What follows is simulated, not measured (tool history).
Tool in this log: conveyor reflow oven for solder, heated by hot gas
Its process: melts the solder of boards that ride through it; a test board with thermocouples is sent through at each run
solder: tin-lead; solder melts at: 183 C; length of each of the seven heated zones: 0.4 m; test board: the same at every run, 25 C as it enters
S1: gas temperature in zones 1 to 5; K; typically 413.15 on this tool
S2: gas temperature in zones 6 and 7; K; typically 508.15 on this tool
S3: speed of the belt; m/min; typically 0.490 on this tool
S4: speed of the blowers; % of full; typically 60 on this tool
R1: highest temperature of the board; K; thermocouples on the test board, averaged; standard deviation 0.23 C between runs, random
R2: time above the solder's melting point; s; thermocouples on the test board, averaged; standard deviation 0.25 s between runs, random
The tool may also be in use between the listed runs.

Run 1, hour 0.0: usual settings. Result: R1 486.45 K, R2 68.8 s.
Run 2, hour 13.9: usual settings. Result: R1 487.15 K, R2 69.1 s.
Run 3, hour 22.1: usual settings but S2 509.15 K. Result: R1 487.45 K, R2 69.5 s.
Run 4, hour 33.0: usual settings but S2 509.15 K. Result: R1 487.35 K, R2 69.5 s.
Run 5, hour 39.6: usual settings but S3 0.438 m/min. Result: R1 490.05 K, R2 82.6 s.
Run 6, hour 54.3: usual settings but S3 0.438 m/min. Result: R1 490.45 K, R2 83.3 s.
Run 7, hour 68.1: usual settings but S3 0.438 m/min. Result: R1 490.55 K, R2 82.8 s.
Run 8, hour 77.4: usual settings but S3 0.438 m/min. Result: R1 490.95 K, R2 82.5 s.
Run 9, hour 84.5: usual settings but S1 406.15 K, S3 0.438 m/min. Result: R1 488.95 K, R2 77.8 s.
At hour 89.8: belt drive overhauled, speed set with a stopwatch.
Run 10, hour 99.2: usual settings but S1 406.15 K, S3 0.438 m/min. Result: R1 488.85 K, R2 77.9 s.
Run 11, hour 107.6: usual settings but S1 408.15 K, S2 514.15 K, S3 0.435 m/min, S4 85 % of full. Result: R1 500.25 K, R2 91.4 s.
Run 12, hour 119.7: usual settings but S1 401.15 K, S4 65 % of full. Result: R1 485.05 K, R2 62.3 s.
Run 13, hour 125.8: usual settings but S1 401.15 K, S4 65 % of full. Result: R1 485.15 K, R2 62.4 s.
Run 14, hour 138.9: usual settings but S1 420.15 K. Result: R1 487.75 K, R2 74.3 s.
Run 15, hour 146.3: usual settings but S1 420.15 K, S3 0.542 m/min. Result: R1 484.25 K, R2 62.1 s.
Run 16, hour 154.6: usual settings but S2 498.15 K, S3 0.425 m/min, S4 54 % of full. Result: R1 480.85 K, R2 73.6 s.
Run 17, hour 162.1: usual settings but S1 411.15 K, S4 56 % of full. Result: R1 484.35 K, R2 65.2 s.
At hour 172.3: belt drive overhauled, speed set with a stopwatch, once more.
Run 18, hour 180.4: usual settings but S1 411.15 K, S4 56 % of full. Result: R1 484.05 K, R2 64.4 s.
Run 19, hour 194.0: usual settings but S1 411.15 K, S2 500.15 K, S4 56 % of full. Result: R1 477.75 K, R2 55.5 s.

4 ways to go on from here, each from the tool as it stands after run 19. What would each give?
Run A, hour 200.9: usual settings but S1 408.15 K, S3 0.542 m/min, S4 65 % of full. Result: R1 ?, R2 ?.
Run B, hour 200.9: usual settings but S4 61 % of full. Result: R1 ?, R2 ?.
Run C, hour 200.9: usual settings but S1 411.15 K, S2 514.15 K, S3 0.424 m/min, S4 57 % of full. Result: R1 ?, R2 ?.
Run D, hour 200.9: usual settings but S1 399.15 K, S2 500.15 K, S3 0.590 m/min, S4 72 % of full. Result: R1 ?, R2 ?.

run      R1    R2
  A  482.75  54.5
  B  486.55  68.4
  C  494.75  88.3
  D  471.95  34.0
Without the tool's hidden state the same runs would have given:
run      R1    R2
  A  484.75  57.5
  B  488.15  70.9
  C  496.05  90.1
  D  474.25  38.1
